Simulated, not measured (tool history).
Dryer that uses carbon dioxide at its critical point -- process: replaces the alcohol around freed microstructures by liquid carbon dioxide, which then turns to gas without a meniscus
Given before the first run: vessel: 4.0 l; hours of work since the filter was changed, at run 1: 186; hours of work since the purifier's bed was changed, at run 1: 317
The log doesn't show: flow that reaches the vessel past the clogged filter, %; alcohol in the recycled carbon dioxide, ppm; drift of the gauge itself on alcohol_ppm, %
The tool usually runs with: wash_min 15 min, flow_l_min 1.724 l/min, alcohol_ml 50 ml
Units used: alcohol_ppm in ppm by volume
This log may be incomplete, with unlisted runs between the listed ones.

run     day  wash_min  flow_l_min  alcohol_ml  hours of work since the filter was changed  hours of work since the purifier's bed was changed  alcohol_ppm
  1   0.000        15       1.724          50                                         186                                                 317          264
  2   0.954        15       1.724          50                                         197                                                 327          276
  3   1.842        15       1.724          50                                         206                                                 337          274
  4   2.471        15       1.724          50                                         213                                                 344          287
  5   3.308        15       1.724          50                                         222                                                 352          277
  6   4.312        15       1.724          50                                         232                                                 363          304
  7   4.829        15       1.724          50                                         238                                                 369          303
  8   5.442        15       1.724          50                                         244                                                 375          303
  9   6.333        15       1.724          50                                         254                                                 385          316
      6.638  -- inlet filter changed
 10   7.275        15       1.724          50                                           7                                                 394          254
 11   8.146        15       1.724          50                                          16                                                 403          268
 12   8.788         9       1.724          50                                          23                                                 410          851
 13   9.525         9       1.724          50                                          31                                                 418          842
 14  10.288        15       1.724          50                                          39                                                 426          275
 15  11.146        19       1.724          72                                          48                                                 435          224
 16  12.017        19       1.130          72                                          57                                                 445          511
 17  12.888        10       2.690          72                                          67                                                 454          324
 18  13.546        15       2.030          49                                          74                                                 461          236
 19  13.988        21       1.724          50                                          78                                                 466          213
 20  14.433        21       1.724          50                                          83                                                 470          216
 21  14.892        21       1.724          50                                          88                                                 475          227
 22  15.650        21       1.724          50                                          96                                                 483          218
 23  16.204        15       2.290          29                                         102                                                 489          221
 24  17.175        15       2.290          29                                         112                                                 499          225
 25  18.175        12       1.480          53                                         123                                                 510          745
 26  18.742        21       1.370          96                                         129                                                 516          337
 27  19.621         9       1.350          94                                         138                                                 525         2805

Alternative continuations, all from the tool just after run 27; predict every row:
  A  20.188        15       2.390          50                                         144                                                 532            ?
  B  20.188        15       1.870          92                                         144                                                 532            ?
  C  20.188        12       1.724          50                                         144                                                 532            ?
  D  20.188        15       1.724          35                                         144                                                 532            ?
  E  20.188        17       1.350          48                                         144                                                 532            ?

run  alcohol_ppm
  A          242
  B          362
  C          519
  D          296
  E          422
Without the tool's unlogged condition, the same runs would have read:
run  alcohol_ppm
  A           17
  B          111
  C          243
  D           64
  E          156
